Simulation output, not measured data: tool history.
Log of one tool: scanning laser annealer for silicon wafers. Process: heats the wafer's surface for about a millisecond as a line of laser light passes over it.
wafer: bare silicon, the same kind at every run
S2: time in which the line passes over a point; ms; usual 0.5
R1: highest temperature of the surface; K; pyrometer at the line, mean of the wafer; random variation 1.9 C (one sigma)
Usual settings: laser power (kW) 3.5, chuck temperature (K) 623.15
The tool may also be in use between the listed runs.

Run 1, hour 0: usual settings. Result: R1 1389.15 K.
Run 2, hour 9.9: usual settings. Result: R1 1389.15 K.
Run 3, hour 19.4: usual settings but laser power (kW) 3.641. Result: R1 1427.15 K.
Run 4, hour 25.7: usual settings but laser power (kW) 3.641. Result: R1 1428.15 K.
Run 5, hour 35.4: usual settings but laser power (kW) 3.641. Result: R1 1426.15 K.
Run 6, hour 46.5: usual settings but laser power (kW) 3.641. Result: R1 1424.15 K.
Run 7, hour 52.2: usual settings but S2 0.469 ms. Result: R1 1362.15 K.
Run 8, hour 58.6: usual settings but S2 0.469 ms. Result: R1 1364.15 K.
Run 9, hour 65.2: usual settings. Result: R1 1384.15 K.
Run 10, hour 75.4: usual settings. Result: R1 1391.15 K.
Run 11, hour 81.9: usual settings. Result: R1 1381.15 K.
Run 12, hour 87.8: usual settings but laser power (kW) 3.299, S2 0.563 ms, chuck temperature (K) 622.15. Result: R1 1367.15 K.
Run 13, hour 100.4: usual settings but laser power (kW) 3.238, S2 0.466 ms, chuck temperature (K) 610.15. Result: R1 1277.15 K.
Run 14, hour 113.1: usual settings but laser power (kW) 3.837, S2 0.466 ms, chuck temperature (K) 597.15. Result: R1 1415.15 K.
Run 15, hour 124.8: usual settings but laser power (kW) 3.534, S2 0.593 ms, chuck temperature (K) 641.15. Result: R1 1469.15 K.
Run 16, hour 133.9: usual settings but S2 0.588 ms, chuck temperature (K) 634.15. Result: R1 1445.15 K.
Run 17, hour 146.7: usual settings but laser power (kW) 3.368, S2 0.395 ms. Result: R1 1273.15 K.
Run 18, hour 154.2: usual settings but laser power (kW) 3.368, S2 0.395 ms. Result: R1 1275.15 K.
Run 19, hour 166.7: usual settings but laser power (kW) 3.368, S2 0.395 ms. Result: R1 1274.15 K.

Forecast each of these 4 alternatives for the next run:
Run A, hour 179.9: usual settings but laser power (kW) 3.368, S2 0.421 ms, chuck temperature (K) 635.15. Result: R1 ?.
Run B, hour 179.9: usual settings but laser power (kW) 3.368, S2 0.511 ms, chuck temperature (K) 593.15. Result: R1 ?.
Run C, hour 179.9: usual settings but laser power (kW) 3.368, S2 0.474 ms. Result: R1 ?.
Run D, hour 179.9: usual settings but laser power (kW) 3.293, S2 0.378 ms, chuck temperature (K) 586.15. Result: R1 ?.

run       R1
  A  1301.15
  B  1320.15
  C  1327.15
  D  1205.15
Without the tool's hidden state the same runs would have given:
run       R1
  A  1342.15
  B  1364.15
  C  1370.15
  D  1243.15

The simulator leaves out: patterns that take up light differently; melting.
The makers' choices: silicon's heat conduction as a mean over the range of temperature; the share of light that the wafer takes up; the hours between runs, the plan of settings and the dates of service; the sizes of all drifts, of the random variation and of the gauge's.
